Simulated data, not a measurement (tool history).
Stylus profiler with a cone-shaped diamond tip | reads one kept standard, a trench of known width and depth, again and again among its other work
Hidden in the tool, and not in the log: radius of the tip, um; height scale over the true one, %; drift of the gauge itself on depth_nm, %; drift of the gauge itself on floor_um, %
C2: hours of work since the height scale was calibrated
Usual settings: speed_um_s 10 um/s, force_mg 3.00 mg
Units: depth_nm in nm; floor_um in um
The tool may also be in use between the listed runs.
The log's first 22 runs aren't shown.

{"run": 23, "hour": 1272.9, "speed_um_s": 34, "force_mg": 8.02, "scans with this tip": 23349, "C2": 537, "depth_nm": 509.02, "floor_um": 47.29}
{"run": 24, "hour": 1339.2, "speed_um_s": 2, "force_mg": 1.04, "scans with this tip": 23893, "C2": 590, "depth_nm": 502.2, "floor_um": 47.31}
{"run": 25, "hour": 1409.5, "speed_um_s": 2, "force_mg": 1.04, "scans with this tip": 24471, "C2": 646, "depth_nm": 502.42, "floor_um": 47.29}
{"run": 26, "hour": 1486.8, "speed_um_s": 2, "force_mg": 1.04, "scans with this tip": 25105, "C2": 708, "depth_nm": 502.18, "floor_um": 47.31}
{"hour": 1508.8, "done": "new tip fitted, height scale calibrated"}
{"run": 27, "hour": 1557.0, "speed_um_s": 2, "force_mg": 1.04, "scans with this tip": 396, "C2": 39, "depth_nm": 502.47, "floor_um": 47.33}
{"run": 28, "hour": 1610.5, "speed_um_s": 2, "force_mg": 1.04, "scans with this tip": 835, "C2": 81, "depth_nm": 502.29, "floor_um": 47.37}
{"run": 29, "hour": 1678.3, "speed_um_s": 17, "force_mg": 1.12, "scans with this tip": 1392, "C2": 135, "depth_nm": 502.6, "floor_um": 47.2}
{"run": 30, "hour": 1734.7, "speed_um_s": 5, "force_mg": 1.54, "scans with this tip": 1856, "C2": 180, "depth_nm": 503.3, "floor_um": 47.35}
{"run": 31, "hour": 1786.6, "speed_um_s": 5, "force_mg": 5.78, "scans with this tip": 2282, "C2": 222, "depth_nm": 507.44, "floor_um": 47.29}
{"run": 32, "hour": 1829.2, "speed_um_s": 3, "force_mg": 1.3, "scans with this tip": 2632, "C2": 256, "depth_nm": 502.63, "floor_um": 47.36}
{"run": 33, "hour": 1877.2, "speed_um_s": 3, "force_mg": 1.3, "scans with this tip": 3026, "C2": 294, "depth_nm": 502.74, "floor_um": 47.32}
{"run": 34, "hour": 1954.0, "speed_um_s": 7, "force_mg": 1.81, "scans with this tip": 3658, "C2": 355, "depth_nm": 503.24, "floor_um": 47.31}
{"run": 35, "hour": 2005.6, "speed_um_s": 7, "force_mg": 1.81, "scans with this tip": 4082, "C2": 397, "depth_nm": 503.52, "floor_um": 47.33}
{"run": 36, "hour": 2041.1, "speed_um_s": 2, "force_mg": 3.7, "scans with this tip": 4372, "C2": 425, "depth_nm": 505.33, "floor_um": 47.4}
{"run": 37, "hour": 2086.9, "speed_um_s": 20, "force_mg": 5.37, "scans with this tip": 4749, "C2": 461, "depth_nm": 506.98, "floor_um": 47.34}
{"run": 38, "hour": 2146.1, "speed_um_s": 29, "force_mg": 3.0, "scans with this tip": 5235, "C2": 509, "depth_nm": 504.72, "floor_um": 47.23}
{"run": 39, "hour": 2203.2, "speed_um_s": 29, "force_mg": 3.0, "scans with this tip": 5704, "C2": 554, "depth_nm": 504.71, "floor_um": 47.19}
{"run": 40, "hour": 2277.5, "speed_um_s": 4, "force_mg": 7.56, "scans with this tip": 6314, "C2": 613, "depth_nm": 508.63, "floor_um": 47.32}
{"run": 41, "hour": 2315.3, "speed_um_s": 7, "force_mg": 3.9, "scans with this tip": 6625, "C2": 644, "depth_nm": 505.59, "floor_um": 47.31}
{"run": 42, "hour": 2365.3, "speed_um_s": 7, "force_mg": 3.9, "scans with this tip": 7036, "C2": 684, "depth_nm": 505.69, "floor_um": 47.32}
{"run": 43, "hour": 2440.0, "speed_um_s": 30, "force_mg": 1.26, "scans with this tip": 7650, "C2": 743, "depth_nm": 502.7, "floor_um": 47.2}
{"run": 44, "hour": 2475.3, "speed_um_s": 14, "force_mg": 2.08, "scans with this tip": 7940, "C2": 771, "depth_nm": 503.77, "floor_um": 47.28}
{"run": 45, "hour": 2507.8, "speed_um_s": 4, "force_mg": 2.53, "scans with this tip": 8207, "C2": 797, "depth_nm": 504.25, "floor_um": 47.32}
{"hour": 2556.7, "done": "height scale calibrated on a step standard"}
{"run": 46, "hour": 2570.7, "speed_um_s": 7, "force_mg": 1.6, "scans with this tip": 8719, "C2": 11, "depth_nm": 502.81, "floor_um": 47.3}

3 ways to go on from here, each from the tool as it stands after run 46. What would each give?
{"run": "A", "hour": 2616.0, "speed_um_s": 4, "force_mg": 1.25, "scans with this tip": 9092, "C2": 47, "depth_nm": "?", "floor_um": "?"}
{"run": "B", "hour": 2616.0, "speed_um_s": 14, "force_mg": 1.23, "scans with this tip": 9092, "C2": 47, "depth_nm": "?", "floor_um": "?"}
{"run": "C", "hour": 2616.0, "speed_um_s": 10, "force_mg": 3.74, "scans with this tip": 9092, "C2": 47, "depth_nm": "?", "floor_um": "?"}

run=A depth_nm=502.62 floor_um=47.36
run=B depth_nm=502.66 floor_um=47.21
run=C depth_nm=505.56 floor_um=47.32
Without the tool's hidden state the same runs would have given:
run=A depth_nm=502.62 floor_um=47.37
run=B depth_nm=502.66 floor_um=47.23
run=C depth_nm=505.56 floor_um=47.33
